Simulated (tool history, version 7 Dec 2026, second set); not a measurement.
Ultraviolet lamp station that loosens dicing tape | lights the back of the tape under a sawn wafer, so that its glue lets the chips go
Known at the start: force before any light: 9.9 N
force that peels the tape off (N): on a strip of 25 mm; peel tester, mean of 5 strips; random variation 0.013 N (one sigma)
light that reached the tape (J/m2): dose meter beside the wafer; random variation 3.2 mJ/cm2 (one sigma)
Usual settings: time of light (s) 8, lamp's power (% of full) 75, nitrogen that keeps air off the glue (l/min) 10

run   hour  time of light (s)  lamp's power (% of full)  nitrogen that keeps air off the glue (l/min)  force that peels the tape off (N)  light that reached the tape (J/m2)
  1    0.0                  8                        75                                            10                              0.844                                4290
  2   17.8                  8                        75                                            10                              0.877                                4250
  3   45.3                  8                        75                                            10                              0.858                                4310
  4   78.5                  8                        75                                            10                              0.877                                4170
  5  115.2                  8                        75                                            10                              0.892                                4220
  6  143.9                  8                        75                                             9                              0.973                                4190
  7  181.1                  8                        75                                            10                              0.939                                4060
  8  202.6                  8                        73                                            10                              0.979                                3980
  9  233.3                  7                        76                                            12                              1.026                                3530
 10  258.3                 15                        88                                             9                              0.263                                8770
 11  294.8                  7                        77                                            10                              1.215                                3480
 12  311.6                  7                        77                                            10                              1.252                                3500
 13  334.1                  7                        77                                            10                              1.240                                3560
 14  360.4                  8                        71                                            16                              0.833                                3720
 15  385.6                  8                        71                                            13                              0.978                                3630

4 ways to go on from here, each from the tool as it stands after run 15. What would each give?
  A  405.4                  8                        69                                            13                                  ?                                   ?
  B  405.4                  6                        68                                             3                                  ?                                   ?
  C  405.4                  8                        75                                            10                                  ?                                   ?
  D  405.4                  8                        71                                             6                                  ?                                   ?

run  force that peels the tape off (N)  light that reached the tape (J/m2)
  A                              1.023                                3450
  B                              3.698                                2630
  C                              1.091                                3810
  D                              1.657                                3600
Without the tool's hidden state the same runs would have given:
run  force that peels the tape off (N)  light that reached the tape (J/m2)
  A                              0.578                                4590
  B                              2.727                                3480
  C                              0.617                                5050
  D                              0.999                                4780
